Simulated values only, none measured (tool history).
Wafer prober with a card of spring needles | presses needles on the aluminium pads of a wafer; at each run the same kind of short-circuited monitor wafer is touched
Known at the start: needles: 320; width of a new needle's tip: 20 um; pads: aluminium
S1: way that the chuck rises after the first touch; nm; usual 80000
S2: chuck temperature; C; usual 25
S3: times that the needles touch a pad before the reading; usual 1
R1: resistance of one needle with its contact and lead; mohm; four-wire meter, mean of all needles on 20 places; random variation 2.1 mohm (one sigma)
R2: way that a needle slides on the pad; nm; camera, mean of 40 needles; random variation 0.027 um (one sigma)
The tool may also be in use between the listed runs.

Run 1, hour 0.0: usual settings. Result: R1 225 mohm, R2 18230 nm.
At hour 3.2: tips cleaned on abrasive film.
Run 2, hour 9.8: usual settings but S1 87000 nm. Result: R1 227 mohm, R2 19800 nm.
At hour 17.0: tips cleaned on abrasive film.
Run 3, hour 20.3: usual settings but S1 93000 nm. Result: R1 229 mohm, R2 21250 nm.
At hour 30.3: tips cleaned on abrasive film.
Run 4, hour 32.1: usual settings but S1 92000 nm. Result: R1 228 mohm, R2 20940 nm.
At hour 43.9: tips cleaned on abrasive film.
Run 5, hour 50.2: usual settings but S1 92000 nm. Result: R1 229 mohm, R2 21030 nm.
At hour 57.8: tips cleaned on abrasive film.
At hour 68.8: height of the first contact set anew.
At hour 71.0: tips cleaned on abrasive film.
Run 6, hour 71.0: usual settings. Result: R1 230 mohm, R2 18250 nm.

Run 7 comes next. What will it give?
At hour 84.2: tips cleaned on abrasive film.
Run 7, hour 86.9: usual settings but S3 3. Result: R1 ?, R2 ?.

R1: 227 mohm
R2: 18200 nm
Without the tool's hidden state the same run would have given R1 227 mohm, R2 18200 nm.
